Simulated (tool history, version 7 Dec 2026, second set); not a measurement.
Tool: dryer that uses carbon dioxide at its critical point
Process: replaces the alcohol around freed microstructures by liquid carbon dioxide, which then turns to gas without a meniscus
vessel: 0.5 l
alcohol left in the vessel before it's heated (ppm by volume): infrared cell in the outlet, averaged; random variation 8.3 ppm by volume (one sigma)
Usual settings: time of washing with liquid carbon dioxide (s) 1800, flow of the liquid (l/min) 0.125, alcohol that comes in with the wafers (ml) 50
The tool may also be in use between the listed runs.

run	hour	time of washing with liquid carbon dioxide (s)	flow of the liquid (l/min)	alcohol that comes in with the wafers (ml)	alcohol left in the vessel before it's heated (ppm by volume)
1	0.0	1800	0.125	50	806
2	29.3	1800	0.125	50	828
3	61.0	1800	0.125	50	843
4	85.4	1800	0.125	50	875
5	121.4	1800	0.125	50	890
6	152.3	1800	0.125	58	1042
7	176.8	1800	0.125	58	1060
8	205.9	1800	0.125	58	1075
9	230.6	1800	0.125	50	981
10	268.8	1800	0.125	50	1034
11	307.8	1800	0.125	50	1078
12	325.4	1800	0.125	50	1022
13	347.9	1800	0.125	50	1064
14	375.9	1800	0.125	47	1020
15	392.9	1800	0.125	50	1103
16	420.2	1800	0.125	50	1147
17	447.6	1800	0.125	50	1164
18	483.9	1800	0.125	50	1162
19	509.5	1800	0.125	50	1183
20	533.6	1800	0.125	50	1228
21	553.1	1800	0.125	50	1257
22	579.3	1800	0.125	50	1233
23	614.5	1800	0.125	50	1276
24	631.5	2160	0.210	28	237
# hour 659.4: inlet filter changed
25	664.5	2160	0.210	28	228
26	687.4	1260	0.175	84	1114
27	726.2	1560	0.142	68	929
28	756.7	2700	0.179	50	232
29	788.6	2700	0.179	50	243
30	813.3	1560	0.150	50	662
31	834.7	2700	0.178	67	242
32	864.6	1680	0.095	68	3376
# hour 870.5: purifier's bed changed
33	893.7	1380	0.176	50	376
34	934.8	1380	0.115	92	4731
35	972.2	1380	0.115	92	4654
36	1010.5	1140	0.110	24	2746
37	1046.6	1800	0.125	31	396
38	1078.4	1560	0.095	67	4426
39	1112.0	1260	0.116	46	3558
40	1142.4	1260	0.116	46	3420
41	1163.9	1260	0.116	46	3607
42	1195.8	1260	0.116	46	3654
43	1222.4	1320	0.125	50	2710
44	1253.9	1320	0.078	50	10250
45	1289.4	2280	0.080	21	825
46	1311.6	1800	0.108	50	1507

3 ways to go on from here, each from the tool as it stands after run 46. What would each give?
A	1347.8	2580	0.108	50	?
B	1347.8	1800	0.172	50	?
C	1347.8	1800	0.125	30	?

run	alcohol left in the vessel before it's heated (ppm by volume)
A	295
B	187
C	519
Without the tool's hidden state the same runs would have given:
run	alcohol left in the vessel before it's heated (ppm by volume)
A	123
B	63
C	261

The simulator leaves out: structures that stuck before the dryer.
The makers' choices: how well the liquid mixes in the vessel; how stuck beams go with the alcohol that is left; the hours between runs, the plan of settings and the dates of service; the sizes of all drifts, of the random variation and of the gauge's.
